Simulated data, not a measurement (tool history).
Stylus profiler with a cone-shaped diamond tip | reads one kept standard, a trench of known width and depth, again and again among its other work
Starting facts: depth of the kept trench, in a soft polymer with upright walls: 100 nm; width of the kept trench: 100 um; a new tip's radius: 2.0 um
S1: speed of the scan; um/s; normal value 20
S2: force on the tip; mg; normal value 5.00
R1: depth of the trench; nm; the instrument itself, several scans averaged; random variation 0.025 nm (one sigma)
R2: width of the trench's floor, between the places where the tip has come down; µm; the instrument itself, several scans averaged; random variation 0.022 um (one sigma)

run    hour  S1     S2      R1     R2
  1     0.0  20   5.00  101.79  98.68
  2    77.5   8   5.00  101.74  98.68
  3   136.2  20   5.00  101.83  98.63
  4   235.1  20   8.20  102.51  98.63
  5   311.5  20   5.00  101.74  98.61
  6   373.8  20   6.22  102.01  98.58
  7   462.7  20   6.22  102.02  98.57
  8   554.8  20   6.22  102.01  98.51
  9   623.0  20   1.73  100.66  98.47
 10   700.6  20  10.45  102.83  98.47
 11   816.9  20  10.45  102.78  98.46
 12   903.2   7   5.00  101.57  98.47
 13   960.7  20   2.17  100.76  98.37
 14  1068.1  20   2.17  100.70  98.30

Run 15, settings as shown, results not yet in. Your forecast:
     1080.9  -- height scale calibrated on a step standard
 15  1178.6  38  10.04   ?   ?

R1: 102.46 nm
R2: 98.30 µm
Without the tool's hidden state the same run would have given R1 103.01 nm, R2 98.63 µm.
